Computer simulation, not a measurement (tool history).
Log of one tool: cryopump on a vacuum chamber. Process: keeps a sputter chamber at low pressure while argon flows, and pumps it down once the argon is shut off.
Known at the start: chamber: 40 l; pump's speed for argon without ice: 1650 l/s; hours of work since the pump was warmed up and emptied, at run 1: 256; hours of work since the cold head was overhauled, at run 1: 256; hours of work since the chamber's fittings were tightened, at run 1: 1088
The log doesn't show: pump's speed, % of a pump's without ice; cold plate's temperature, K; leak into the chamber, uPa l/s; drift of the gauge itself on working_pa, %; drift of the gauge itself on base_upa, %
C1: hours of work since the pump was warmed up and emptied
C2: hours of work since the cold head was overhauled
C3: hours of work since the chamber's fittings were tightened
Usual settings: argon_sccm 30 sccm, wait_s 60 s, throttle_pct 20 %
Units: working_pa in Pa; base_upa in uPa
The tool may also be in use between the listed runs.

run 1 hour=0 | argon_sccm=30 wait_s=60 throttle_pct=20 | C1=256 C2=256 C3=1088 | working_pa=0.1567 base_upa=2.4
run 2 hour=14.7 | argon_sccm=30 wait_s=60 throttle_pct=20 | C1=263 C2=263 C3=1095 | working_pa=0.1566 base_upa=2.46
run 3 hour=34.5 | argon_sccm=30 wait_s=60 throttle_pct=20 | C1=273 C2=273 C3=1105 | working_pa=0.1563 base_upa=2.48
run 4 hour=46.3 | argon_sccm=30 wait_s=60 throttle_pct=20 | C1=279 C2=279 C3=1111 | working_pa=0.1554 base_upa=2.46
run 5 hour=63.2 | argon_sccm=30 wait_s=60 throttle_pct=20 | C1=287 C2=287 C3=1119 | working_pa=0.1568 base_upa=2.48
run 6 hour=73.2 | argon_sccm=30 wait_s=60 throttle_pct=20 | C1=292 C2=292 C3=1124 | working_pa=0.1572 base_upa=2.5
run 7 hour=84.2 | argon_sccm=30 wait_s=68 throttle_pct=20 | C1=297 C2=297 C3=1130 | working_pa=0.1574 base_upa=2.45
run 8 hour=99.9 | argon_sccm=17 wait_s=60 throttle_pct=20 | C1=305 C2=305 C3=1137 | working_pa=0.0896 base_upa=2.52
run 9 hour=110.2 | argon_sccm=17 wait_s=60 throttle_pct=20 | C1=310 C2=310 C3=1142 | working_pa=0.089 base_upa=2.51
run 10 hour=131 | argon_sccm=35 wait_s=60 throttle_pct=20 | C1=320 C2=320 C3=1153 | working_pa=0.1835 base_upa=2.56
run 11 hour=141.4 | argon_sccm=35 wait_s=60 throttle_pct=20 | C1=325 C2=325 C3=1158 | working_pa=0.1833 base_upa=2.61
run 12 hour=154.8 | argon_sccm=35 wait_s=60 throttle_pct=20 | C1=332 C2=332 C3=1164 | working_pa=0.1847 base_upa=2.54
run 13 hour=174.1 | argon_sccm=19 wait_s=60 throttle_pct=20 | C1=341 C2=341 C3=1174 | working_pa=0.0993 base_upa=2.58
run 14 hour=185.5 | argon_sccm=19 wait_s=60 throttle_pct=20 | C1=347 C2=347 C3=1179 | working_pa=0.1003 base_upa=2.58
run 15 hour=200.9 | argon_sccm=19 wait_s=60 throttle_pct=20 | C1=355 C2=355 C3=1187 | working_pa=0.0999 base_upa=2.61
run 16 hour=211.5 | argon_sccm=30 wait_s=271 throttle_pct=20 | C1=360 C2=360 C3=1192 | working_pa=0.157 base_upa=2.23
run 17 hour=228.6 | argon_sccm=30 wait_s=271 throttle_pct=20 | C1=368 C2=368 C3=1201 | working_pa=0.1574 base_upa=2.31
run 18 hour=239.3 | argon_sccm=47 wait_s=70 throttle_pct=17 | C1=374 C2=374 C3=1206 | working_pa=0.29 base_upa=2.55
run 19 hour=254.7 | argon_sccm=47 wait_s=20 throttle_pct=18 | C1=381 C2=381 C3=1214 | working_pa=0.2743 base_upa=3.61
run 20 hour=275.3 | argon_sccm=47 wait_s=20 throttle_pct=18 | C1=391 C2=391 C3=1224 | working_pa=0.2728 base_upa=3.58
run 21 hour=294.1 | argon_sccm=30 wait_s=99 throttle_pct=34 | C1=401 C2=401 C3=1233 | working_pa=0.0944 base_upa=2.64
run 22 hour=305.5 | argon_sccm=23 wait_s=243 throttle_pct=31 | C1=406 C2=406 C3=1239 | working_pa=0.0795 base_upa=2.33
run 23 hour=321 | argon_sccm=23 wait_s=243 throttle_pct=31 | C1=414 C2=414 C3=1246 | working_pa=0.0803 base_upa=2.44
run 24 hour=329.7 | argon_sccm=20 wait_s=60 throttle_pct=20 | C1=418 C2=418 C3=1250 | working_pa=0.1057 base_upa=2.82
run 25 hour=342.2 | argon_sccm=14 wait_s=35 throttle_pct=20 | C1=424 C2=424 C3=1257 | working_pa=0.0739 base_upa=3.18
run 26 hour=359.1 | argon_sccm=51 wait_s=62 throttle_pct=25 | C1=433 C2=433 C3=1265 | working_pa=0.2163 base_upa=2.77
run 27 hour=368.7 | argon_sccm=51 wait_s=62 throttle_pct=25 | C1=437 C2=437 C3=1270 | working_pa=0.2157 base_upa=2.73
run 28 hour=381.1 | argon_sccm=51 wait_s=62 throttle_pct=25 | C1=443 C2=443 C3=1276 | working_pa=0.218 base_upa=2.85
run 29 hour=390.3 | argon_sccm=56 wait_s=62 throttle_pct=27 | C1=448 C2=448 C3=1280 | working_pa=0.222 base_upa=2.89
run 30 hour=411.3 | argon_sccm=34 wait_s=160 throttle_pct=40 | C1=458 C2=458 C3=1291 | working_pa=0.0924 base_upa=2.6
run 31 hour=423.8 | argon_sccm=15 wait_s=201 throttle_pct=20 | C1=464 C2=464 C3=1297 | working_pa=0.0793 base_upa=2.59

Run 32 comes next. What will it give?
run 32 hour=435.1 | argon_sccm=15 wait_s=201 throttle_pct=20 | C1=470 C2=470 C3=1302 | working_pa=? base_upa=?

{"run 32": {"working_pa": 0.0795, "base_upa": 2.58}}
Without the tool's hidden state the same run would have given working_pa 0.0769 Pa, base_upa 0.31 uPa.
